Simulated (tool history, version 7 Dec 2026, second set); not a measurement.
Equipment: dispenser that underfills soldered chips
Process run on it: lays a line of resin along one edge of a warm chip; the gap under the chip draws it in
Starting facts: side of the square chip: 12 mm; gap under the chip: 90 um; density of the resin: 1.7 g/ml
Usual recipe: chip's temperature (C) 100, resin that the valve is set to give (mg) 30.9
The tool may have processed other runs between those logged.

run	day	chip's temperature (C)	resin that the valve is set to give (mg)	time until the resin shows at the far edge (s)	resin that the valve gave (mg)
1	0	100	30.9	74.9	27.91
2	0.142	100	30.9	78.6	28.09
# day 0.175: new syringe of resin
3	0.446	100	26.7	74.6	24.26
# day 0.592: dispensing valve cleaned and set on the balance
4	0.654	107	26.7	61.4	26.79
# day 0.721: new syringe of resin
5	0.808	107	26.7	48.7	26.57
6	0.971	100	29.9	68.1	29.59
# day 1.221: new syringe of resin
7	1.262	100	29.9	58.6	29.64
8	1.429	100	34.2	64.8	33.51
9	1.658	100	30.9	77.1	30.18
# day 1.708: new syringe of resin
10	1.796	100	30.9	60.1	30.42
11	2.038	100	30.9	70.4	30.45
# day 2.204: new syringe of resin
12	2.308	100	30.9	60.6	30.17
13	2.538	115	30.9	39.5	29.85
# day 2.696: new syringe of resin
14	2.733	115	30.9	32.4	29.94
15	3.008	99	34	71.6	32.96
# day 3.183: new syringe of resin
16	3.288	99	34	62.5	32.61
17	3.579	99	34	74.8	32.83
# day 3.688: new syringe of resin
18	3.871	99	34	66.2	32.56
19	4.146	99	34	78.3	32.46
# day 4.183: new syringe of resin
20	4.433	100	36.2	66.2	34.37
21	4.629	100	36.2	73.8	34.48
# day 4.679: new syringe of resin
22	4.779	95	29.5	75.4	27.9
23	5.067	99	29.7	78.4	27.79
# day 5.171: new syringe of resin
24	5.308	111	39.7	39.5	37.35
25	5.554	114	28.2	44.9	26.41
# day 5.683: new syringe of resin
26	5.867	103	37.6	55.4	34.69
27	6.15	103	37.6	67.6	34.57
# day 6.183: new syringe of resin
28	6.308	115	31.7	34.3	29.28

Each row is a separate what-if for the run after 28, all from the same tool condition, not one after another. Results?
A	6.467	110	34.7	?	?
B	6.467	100	36.7	?	?
C	6.467	102	31.8	?	?
D	6.467	108	33.5	?	?

run	time until the resin shows at the far edge (s)	resin that the valve gave (mg)
A	46.4	32.03
B	66.8	34.07
C	64	29.21
D	49.7	30.8
With the hidden condition removed and each run's random variation left untouched, the same runs would have given:
run	time until the resin shows at the far edge (s)	resin that the valve gave (mg)
A	39.2	34.72
B	56.6	36.91
C	53.7	31.66
D	41.8	33.38
